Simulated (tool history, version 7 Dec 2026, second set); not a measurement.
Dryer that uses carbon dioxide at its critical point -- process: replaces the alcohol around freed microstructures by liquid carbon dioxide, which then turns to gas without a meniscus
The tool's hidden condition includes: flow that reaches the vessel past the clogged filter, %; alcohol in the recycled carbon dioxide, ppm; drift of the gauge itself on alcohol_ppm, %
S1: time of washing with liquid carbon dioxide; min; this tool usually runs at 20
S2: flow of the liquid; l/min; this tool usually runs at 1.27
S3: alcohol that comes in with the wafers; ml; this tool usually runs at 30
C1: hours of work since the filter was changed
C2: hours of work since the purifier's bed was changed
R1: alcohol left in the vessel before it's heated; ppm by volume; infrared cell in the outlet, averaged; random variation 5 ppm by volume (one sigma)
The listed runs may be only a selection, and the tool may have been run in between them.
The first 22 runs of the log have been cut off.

run   hour  S1    S2   S3   C1   C2    R1
 23  337.8  20  1.27   30   55  373    64
 24  352.3  20  1.27   30   61  379    67
 25  371.8  13  1.31   30   70  387   221
 26  385.7  20  0.79   29   76  393   252
 27  404.5  20  1.18   87   84  402   166
 28  421.5  20  1.18   87   91  409   173
 29  435.0  23  1.31   50   97  415    65
 30  458.4  20  1.68   50  107  425    46
 31  468.5  20  1.68   50  111  429    57
 32  485.7  20  0.88  113  119  437   633
 33  497.9  20  1.27   28  124  442    78
 34  515.9  20  1.27   28  132  450    70
 35  539.7  20  1.27   28  142  460    79
 36  560.0  22  1.27   28  151  469    69
 37  582.6  22  1.27   28  161  478    72
 38  599.5  15  0.87   97  168  486  1450
 39  611.7  15  1.01   36  173  491   401
 40  629.3  15  1.01   36  181  499   398
 41  642.3  31  2.04   37  186  504    48
 42  660.2  23  0.85   31  194  512   164
 43  679.7  23  0.85   31  203  520   171
 44  695.0  15  1.27   30  209  527   187

Run 45 comes next. What will it give?
 45  716.5  15  1.27  30  218  536   ?

Run 45 measured R1 187 ppm by volume.
Minus the tool's unlogged condition, the same run would have read R1 109 ppm by volume.
